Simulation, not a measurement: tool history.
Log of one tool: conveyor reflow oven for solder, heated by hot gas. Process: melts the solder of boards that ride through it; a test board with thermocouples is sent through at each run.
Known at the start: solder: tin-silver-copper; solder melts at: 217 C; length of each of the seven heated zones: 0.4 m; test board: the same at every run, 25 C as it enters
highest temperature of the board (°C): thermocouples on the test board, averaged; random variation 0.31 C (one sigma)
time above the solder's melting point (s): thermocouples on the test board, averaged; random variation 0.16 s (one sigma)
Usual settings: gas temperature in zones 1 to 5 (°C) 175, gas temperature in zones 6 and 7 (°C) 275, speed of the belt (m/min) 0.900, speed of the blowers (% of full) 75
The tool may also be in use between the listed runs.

run   hour  gas temperature in zones 1 to 5 (°C)  gas temperature in zones 6 and 7 (°C)  speed of the belt (m/min)  speed of the blowers (% of full)  highest temperature of the board (°C)  time above the solder's melting point (s)
  1    0.0                                   175                                    275                      0.900                                75                                  258.6                                       42.6
  2   18.2                                   175                                    275                      0.900                                75                                  258.4                                       42.9
  3   38.5                                   175                                    275                      0.900                                75                                  257.9                                       43.1
      49.8  -- flux residue cleaned out of gas plates and filters
  4   62.4                                   175                                    275                      0.900                                75                                  257.7                                       42.8
  5   78.1                                   175                                    275                      0.900                                75                                  257.2                                       42.6
  6   89.4                                   175                                    275                      0.900                                75                                  257.5                                       42.6
  7  101.1                                   175                                    275                      0.900                                67                                  255.9                                       41.3
     110.3  -- flux residue cleaned out of gas plates and filters, once more
  8  125.8                                   175                                    275                      1.037                                67                                  253.1                                       34.3
  9  145.8                                   175                                    275                      1.037                                67                                  252.9                                       34.5
 10  162.9                                   175                                    275                      1.037                                60                                  249.9                                       32.8
 11  185.1                                   175                                    275                      1.037                                60                                  249.6                                       32.7
 12  194.5                                   175                                    275                      1.037                                60                                  249.9                                       32.8
     204.8  -- thermocouples of zones 6 and 7 changed
 13  211.8                                   175                                    275                      1.037                                60                                  250.6                                       32.7
 14  227.8                                   175                                    275                      0.900                                75                                  260.0                                       44.2
 15  245.2                                   161                                    283                      0.900                                58                                  258.8                                       39.6
 16  258.3                                   184                                    275                      0.900                                66                                  259.2                                       45.7
 17  273.1                                   175                                    276                      0.900                                52                                  253.3                                       39.8
 18  295.1                                   173                                    275                      0.900                                75                                  258.9                                       43.3
 19  313.5                                   184                                    287                      0.965                                74                                  268.9                                       46.0
 20  323.8                                   165                                    275                      0.954                                75                                  255.4                                       37.0
 21  344.7                                   175                                    275                      1.063                                73                                  253.1                                       33.5
 22  361.5                                   161                                    267                      0.889                                82                                  251.9                                       37.9

The next listed run, before its measurement:
 23  378.4                                   161                                    267                      0.889                                82                                      ?                                          ?

Run 23 gave highest temperature of the board (°C) 251.5, time above the solder's melting point (s) 37.8.
Without the tool's hidden state the same run would have given highest temperature of the board (°C) 253.4, time above the solder's melting point (s) 38.8.

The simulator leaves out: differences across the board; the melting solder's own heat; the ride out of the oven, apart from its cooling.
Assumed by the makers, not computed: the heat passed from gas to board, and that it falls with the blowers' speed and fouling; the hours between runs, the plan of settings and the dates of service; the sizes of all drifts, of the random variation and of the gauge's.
